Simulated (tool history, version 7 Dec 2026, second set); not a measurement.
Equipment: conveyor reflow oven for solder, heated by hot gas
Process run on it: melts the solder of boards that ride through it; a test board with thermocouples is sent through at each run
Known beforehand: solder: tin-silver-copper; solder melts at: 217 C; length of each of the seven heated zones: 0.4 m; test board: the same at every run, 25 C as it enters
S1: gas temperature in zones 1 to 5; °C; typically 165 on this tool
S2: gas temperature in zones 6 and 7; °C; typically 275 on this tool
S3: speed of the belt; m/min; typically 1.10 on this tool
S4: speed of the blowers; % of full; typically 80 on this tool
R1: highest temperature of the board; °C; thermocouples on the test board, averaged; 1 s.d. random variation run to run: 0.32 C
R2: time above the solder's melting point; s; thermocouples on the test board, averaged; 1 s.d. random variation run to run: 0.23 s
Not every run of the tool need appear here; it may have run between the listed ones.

run	hour	S1	S2	S3	S4	R1	R2
1	0.0	165	275	1.10	80	253.5	31.3
2	14.0	165	275	1.10	79	253.7	30.8
3	21.6	165	275	1.10	79	253.5	30.7
4	39.7	165	275	1.10	79	253.8	31.2
5	54.2	165	275	1.10	79	253.7	30.7
6	65.4	165	275	1.10	79	254.1	31.4

Predict the results of run 7:
7	80.0	174	277	0.93	80	?	?

R1: 263.5 °C
R2: 43.7 s
On a tool with no hidden condition, and with the same random variation, this run would have come out at R1 261.9 °C, R2 42.9 s.
